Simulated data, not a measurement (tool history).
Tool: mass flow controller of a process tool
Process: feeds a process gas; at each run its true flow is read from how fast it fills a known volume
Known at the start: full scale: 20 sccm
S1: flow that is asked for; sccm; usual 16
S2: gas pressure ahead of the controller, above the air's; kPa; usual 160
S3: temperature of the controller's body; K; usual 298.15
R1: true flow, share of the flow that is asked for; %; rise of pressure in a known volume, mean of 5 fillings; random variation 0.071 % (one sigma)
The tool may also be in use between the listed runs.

{"run": 1, "day": 0.0, "S1": 16, "S2": 160, "S3": 298.15, "R1": 99.55}
{"run": 2, "day": 8.708, "S1": 16, "S2": 160, "S3": 298.15, "R1": 99.42}
{"run": 3, "day": 28.45, "S1": 16, "S2": 160, "S3": 298.15, "R1": 99.37}
{"run": 4, "day": 42.817, "S1": 8, "S2": 160, "S3": 298.15, "R1": 98.78}
{"run": 5, "day": 53.717, "S1": 10, "S2": 160, "S3": 298.15, "R1": 98.93}
{"run": 6, "day": 64.862, "S1": 10, "S2": 160, "S3": 298.15, "R1": 98.93}
{"run": 7, "day": 80.617, "S1": 2, "S2": 160, "S3": 298.15, "R1": 98.07}
{"run": 8, "day": 99.917, "S1": 2, "S2": 160, "S3": 298.15, "R1": 98.07}
{"run": 9, "day": 112.067, "S1": 16, "S2": 160, "S3": 298.15, "R1": 99.42}
{"run": 10, "day": 130.496, "S1": 16, "S2": 198, "S3": 298.15, "R1": 99.71}
{"run": 11, "day": 149.612, "S1": 16, "S2": 160, "S3": 300.15, "R1": 99.3}
{"run": 12, "day": 166.092, "S1": 5, "S2": 160, "S3": 298.15, "R1": 98.49}
{"run": 13, "day": 175.529, "S1": 5, "S2": 160, "S3": 298.15, "R1": 98.52}
{"run": 14, "day": 185.683, "S1": 5, "S2": 160, "S3": 298.15, "R1": 98.41}
{"run": 15, "day": 200.504, "S1": 5, "S2": 160, "S3": 298.15, "R1": 98.55}
{"run": 16, "day": 215.9, "S1": 5, "S2": 160, "S3": 298.15, "R1": 98.46}
{"run": 17, "day": 227.912, "S1": 5, "S2": 160, "S3": 296.15, "R1": 98.54}
{"run": 18, "day": 244.408, "S1": 5, "S2": 160, "S3": 296.15, "R1": 98.51}
{"run": 19, "day": 262.958, "S1": 16, "S2": 160, "S3": 298.15, "R1": 99.47}
{"run": 20, "day": 273.196, "S1": 16, "S2": 160, "S3": 298.15, "R1": 99.45}
{"run": 21, "day": 286.554, "S1": 16, "S2": 160, "S3": 298.15, "R1": 99.36}
{"run": 22, "day": 299.788, "S1": 16, "S2": 160, "S3": 298.15, "R1": 99.53}
{"run": 23, "day": 309.275, "S1": 16, "S2": 160, "S3": 298.15, "R1": 99.37}
{"run": 24, "day": 321.388, "S1": 16, "S2": 160, "S3": 298.15, "R1": 99.53}
{"run": 25, "day": 335.992, "S1": 5, "S2": 160, "S3": 304.15, "R1": 98.12}
{"run": 26, "day": 354.975, "S1": 5, "S2": 160, "S3": 304.15, "R1": 98.13}
{"run": 27, "day": 370.846, "S1": 16, "S2": 160, "S3": 295.15, "R1": 99.63}
{"run": 28, "day": 381.696, "S1": 16, "S2": 148, "S3": 309.15, "R1": 98.87}
{"run": 29, "day": 392.962, "S1": 17, "S2": 226, "S3": 309.15, "R1": 99.49}
{"run": 30, "day": 407.129, "S1": 17, "S2": 226, "S3": 309.15, "R1": 99.27}
{"run": 31, "day": 426.867, "S1": 2, "S2": 162, "S3": 302.15, "R1": 97.92}
{"run": 32, "day": 436.567, "S1": 12, "S2": 153, "S3": 305.15, "R1": 98.65}
{"run": 33, "day": 455.346, "S1": 10, "S2": 153, "S3": 298.15, "R1": 98.8}
{"run": 34, "day": 465.596, "S1": 3, "S2": 153, "S3": 298.15, "R1": 98.13}
{"run": 35, "day": 483.967, "S1": 8, "S2": 160, "S3": 298.15, "R1": 98.62}
{"run": 36, "day": 498.196, "S1": 8, "S2": 160, "S3": 298.15, "R1": 98.55}
{"run": 37, "day": 515.838, "S1": 8, "S2": 180, "S3": 298.15, "R1": 98.83}
{"run": 38, "day": 525.842, "S1": 5, "S2": 180, "S3": 298.15, "R1": 98.45}
{"run": 39, "day": 541.854, "S1": 6, "S2": 280, "S3": 300.15, "R1": 99.12}
{"run": 40, "day": 556.554, "S1": 6, "S2": 280, "S3": 300.15, "R1": 99.06}
{"run": 41, "day": 573.883, "S1": 11, "S2": 184, "S3": 298.15, "R1": 98.98}
{"run": 42, "day": 588.729, "S1": 11, "S2": 184, "S3": 298.15, "R1": 99.07}
{"run": 43, "day": 600.933, "S1": 11, "S2": 184, "S3": 298.15, "R1": 99.09}
{"run": 44, "day": 611.042, "S1": 11, "S2": 184, "S3": 298.15, "R1": 99.04}
{"run": 45, "day": 621.158, "S1": 15, "S2": 182, "S3": 299.15, "R1": 99.46}
{"run": 46, "day": 634.608, "S1": 9, "S2": 183, "S3": 299.15, "R1": 98.78}
{"run": 47, "day": 647.712, "S1": 3, "S2": 183, "S3": 299.15, "R1": 98.36}

Taken out of this log: 2 entries between the listed runs. Where each belongs, and how the hidden state differs across it:
Between runs 16 and 17: controller's zero set anew (day 225.379)
  flow at rest that the sensor doesn't see, % of full scale: 0.005 -> 0.001
Between runs 35 and 36: controller exchanged for a calibrated one (day 491.133)
  flow at rest that the sensor doesn't see, % of full scale: 0.004 -> 0; true flow over the shown one, %: 0.02 -> 0

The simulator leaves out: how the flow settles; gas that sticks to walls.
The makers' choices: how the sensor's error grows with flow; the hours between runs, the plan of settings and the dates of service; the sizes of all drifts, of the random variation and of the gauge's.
